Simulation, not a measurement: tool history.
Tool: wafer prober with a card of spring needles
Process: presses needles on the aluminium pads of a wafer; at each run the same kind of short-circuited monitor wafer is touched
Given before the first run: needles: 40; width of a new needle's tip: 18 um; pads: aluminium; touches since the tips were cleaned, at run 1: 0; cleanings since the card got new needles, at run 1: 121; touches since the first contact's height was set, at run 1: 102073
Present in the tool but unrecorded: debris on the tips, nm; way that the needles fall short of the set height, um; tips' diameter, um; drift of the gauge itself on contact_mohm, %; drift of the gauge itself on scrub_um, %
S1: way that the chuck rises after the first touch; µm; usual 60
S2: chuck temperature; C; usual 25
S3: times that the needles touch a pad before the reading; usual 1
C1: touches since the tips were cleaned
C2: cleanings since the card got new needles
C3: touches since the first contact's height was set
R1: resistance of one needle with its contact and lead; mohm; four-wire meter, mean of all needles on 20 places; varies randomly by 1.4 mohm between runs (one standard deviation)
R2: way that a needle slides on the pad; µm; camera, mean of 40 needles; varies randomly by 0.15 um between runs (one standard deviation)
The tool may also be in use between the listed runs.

Run 1, hour 0: usual settings; C1 0; C2 121; C3 102073. Result: R1 126 mohm, R2 12.9 µm.
At hour 8.7: tips cleaned on abrasive film.
At hour 17: tips cleaned on abrasive film.
Run 2, hour 21.5: usual settings; C1 1057; C2 123; C3 107041. Result: R1 148 mohm, R2 13.02 µm.
At hour 25.2: tips cleaned on abrasive film.
At hour 33.4: tips cleaned on abrasive film.
At hour 41.7: tips cleaned on abrasive film.
At hour 50: tips cleaned on abrasive film.
Run 3, hour 50.8: usual settings but S2 30 C; C1 194; C2 127; C3 113781. Result: R1 134 mohm, R2 12.6 µm.
At hour 58: tips cleaned on abrasive film.
At hour 65.2: tips cleaned on abrasive film.
At hour 72.7: tips cleaned on abrasive film.
Run 4, hour 72.7: usual settings but S2 30 C; C1 0; C2 130; C3 118805. Result: R1 135 mohm, R2 12.56 µm.
At hour 79.9: tips cleaned on abrasive film.
Run 5, hour 85.4: usual settings but S2 30 C; C1 1285; C2 131; C3 121742. Result: R1 154 mohm, R2 12.74 µm.
At hour 87.2: tips cleaned on abrasive film.
At hour 92.4: height of the first contact set anew.
At hour 96.1: tips cleaned on abrasive film.
At hour 104.5: tips cleaned on abrasive film.
Run 6, hour 106.4: usual settings; C1 435; C2 134; C3 3206. Result: R1 131 mohm, R2 14.2 µm.
At hour 113.4: tips cleaned on abrasive film.
At hour 122.2: tips cleaned on abrasive film.
At hour 130.7: tips cleaned on abrasive film.
Run 7, hour 133.3: usual settings; C1 601; C2 137; C3 9406. Result: R1 137 mohm, R2 14.29 µm.
At hour 138.2: tips cleaned on abrasive film.
At hour 146.5: tips cleaned on abrasive film.
At hour 155.1: tips cleaned on abrasive film.
At hour 163.2: tips cleaned on abrasive film.
Run 8, hour 163.2: usual settings; C1 0; C2 141; C3 16293. Result: R1 127 mohm, R2 14.34 µm.
At hour 171.7: tips cleaned on abrasive film.
Run 9, hour 177.6: usual settings; C1 1365; C2 142; C3 19615. Result: R1 148 mohm, R2 14.4 µm.
At hour 179.4: tips cleaned on abrasive film.
At hour 187.8: tips cleaned on abrasive film.
Run 10, hour 193.8: usual settings but S1 46 µm; C1 1408; C2 144; C3 23360. Result: R1 168 mohm, R2 10.88 µm.
At hour 195.7: tips cleaned on abrasive film.
At hour 202.9: tips cleaned on abrasive film.
At hour 211.8: tips cleaned on abrasive film.
Run 11, hour 212.9: usual settings but S1 46 µm; C1 253; C2 147; C3 27736. Result: R1 139 mohm, R2 10.67 µm.
At hour 219.7: tips cleaned on abrasive film.
At hour 228.7: tips cleaned on abrasive film.
Run 12, hour 235.7: usual settings but S1 46 µm; C1 1634; C2 149; C3 32990. Result: R1 172 mohm, R2 10.72 µm.
At hour 237.4: tips cleaned on abrasive film.
At hour 245.5: tips cleaned on abrasive film.
Run 13, hour 250.4: usual settings but S1 46 µm; C1 1143; C2 151; C3 36378. Result: R1 167 mohm, R2 10.57 µm.
At hour 253.8: tips cleaned on abrasive film.
At hour 261.7: tips cleaned on abrasive film.
At hour 269.9: tips cleaned on abrasive film.
Run 14, hour 271.3: usual settings but S2 35 C; C1 331; C2 154; C3 41188. Result: R1 133 mohm, R2 13.82 µm.
At hour 278.4: tips cleaned on abrasive film.
At hour 285.6: tips cleaned on abrasive film.
At hour 294.1: tips cleaned on abrasive film.
Run 15, hour 300.7: usual settings but S2 35 C; C1 1535; C2 157; C3 47962. Result: R1 153 mohm, R2 13.57 µm.
At hour 302.6: tips cleaned on abrasive film.
At hour 311.3: tips cleaned on abrasive film.
At hour 318.6: tips cleaned on abrasive film.
Run 16, hour 318.6: usual settings but S1 66 µm, S2 45 C, S3 2; C1 0; C2 160; C3 52071. Result: R1 127 mohm, R2 15.1 µm.
At hour 327.2: tips cleaned on abrasive film.
At hour 335.6: tips cleaned on abrasive film.
Run 17, hour 339.5: usual settings but S1 66 µm, S2 45 C, S3 2; C1 917; C2 162; C3 56886. Result: R1 139 mohm, R2 15.08 µm.
At hour 342.9: tips cleaned on abrasive film.
At hour 351.1: tips cleaned on abrasive film.
At hour 359.5: tips cleaned on abrasive film.
At hour 368.1: tips cleaned on abrasive film.
Run 18, hour 368.7: usual settings but S1 52 µm, S2 50 C; C1 149; C2 166; C3 63610. Result: R1 144 mohm, R2 11.44 µm.
At hour 375.9: tips cleaned on abrasive film.
At hour 383.9: tips cleaned on abrasive film.
Run 19, hour 391: usual settings but S1 49 µm, S2 51 C; C1 1650; C2 168; C3 68753. Result: R1 181 mohm, R2 10.53 µm.
At hour 392.9: tips cleaned on abrasive film.
At hour 400: tips cleaned on abrasive film.
At hour 408.8: tips cleaned on abrasive film.
Run 20, hour 409.7: usual settings but S1 50 µm, S2 51 C; C1 216; C2 171; C3 73041. Result: R1 145 mohm, R2 11.08 µm.
At hour 416.7: tips cleaned on abrasive film.
At hour 424.7: tips cleaned on abrasive film.
Run 21, hour 427.1: usual settings but S1 62 µm, S2 34 C, S3 3; C1 558; C2 173; C3 77059. Result: R1 131 mohm, R2 13.88 µm.
At hour 432.2: tips cleaned on abrasive film.
At hour 440.8: tips cleaned on abrasive film.
Run 22, hour 444.1: usual settings but S1 62 µm, S2 34 C, S3 3; C1 784; C2 175; C3 80971. Result: R1 137 mohm, R2 14.03 µm.
At hour 449.2: tips cleaned on abrasive film.
At hour 457.6: tips cleaned on abrasive film.
Run 23, hour 458: usual settings but S1 62 µm, S2 34 C, S3 3; C1 95; C2 177; C3 84152. Result: R1 130 mohm, R2 13.71 µm.
At hour 465: tips cleaned on abrasive film.
At hour 473.6: tips cleaned on abrasive film.
Run 24, hour 478.8: usual settings but S1 75 µm, S2 38 C; C1 1213; C2 179; C3 88950. Result: R1 141 mohm, R2 16.86 µm.
At hour 482.4: tips cleaned on abrasive film.
At hour 490.6: tips cleaned on abrasive film.
Run 25, hour 493: usual settings but S2 26 C, S3 2; C1 566; C2 181; C3 92220. Result: R1 135 mohm, R2 12.99 µm.
At hour 498: tips cleaned on abrasive film.
At hour 506.5: tips cleaned on abrasive film.
Run 26, hour 510.9: usual settings but S2 26 C, S3 2; C1 1026; C2 183; C3 96339. Result: R1 144 mohm, R2 13.04 µm.
At hour 514.5: tips cleaned on abrasive film.
At hour 522.9: tips cleaned on abrasive film.
At hour 531.4: tips cleaned on abrasive film.
Run 27, hour 535.3: usual settings but S1 56 µm; C1 897; C2 186; C3 101957. Result: R1 154 mohm, R2 11.92 µm.
At hour 538.9: tips cleaned on abrasive film.
At hour 547.8: tips cleaned on abrasive film.
Run 28, hour 554.7: usual settings but S1 56 µm; C1 1617; C2 188; C3 106439. Result: R1 171 mohm, R2 12.16 µm.

Predict each of these 4 candidate next runs independently; none follows another, all start after run 28:
At hour 556.6: tips cleaned on abrasive film.
At hour 565: tips cleaned on abrasive film.
At hour 572.7: tips cleaned on abrasive film.
At hour 579.9: tips cleaned on abrasive film.
Run A, hour 579.9: usual settings but S1 56 µm, S3 2; C1 0; C2 192; C3 112226. Result: R1 ?, R2 ?.
At hour 556.6: tips cleaned on abrasive film.
At hour 565: tips cleaned on abrasive film.
At hour 572.7: tips cleaned on abrasive film.
At hour 579.9: tips cleaned on abrasive film.
Run B, hour 579.9: usual settings but S1 53 µm, S2 49 C, S3 2; C1 0; C2 192; C3 112226. Result: R1 ?, R2 ?.
At hour 556.6: tips cleaned on abrasive film.
At hour 565: tips cleaned on abrasive film.
At hour 572.7: tips cleaned on abrasive film.
At hour 579.9: tips cleaned on abrasive film.
Run C, hour 579.9: usual settings but S1 61 µm, S2 105 C, S3 2; C1 0; C2 192; C3 112226. Result: R1 ?, R2 ?.
At hour 556.6: tips cleaned on abrasive film.
At hour 565: tips cleaned on abrasive film.
At hour 572.7: tips cleaned on abrasive film.
At hour 579.9: tips cleaned on abrasive film.
Run D, hour 579.9: usual settings but S3 2; C1 0; C2 192; C3 112226. Result: R1 ?, R2 ?.

run   R1     R2
  A  131  11.97
  B  138  11.14
  C  146  12.98
  D  130  12.85
Without the tool's unlogged condition, the same runs would have read:
run   R1     R2
  A  121  13.64
  B  126  12.79
  C  135  14.63
  D  120   14.5
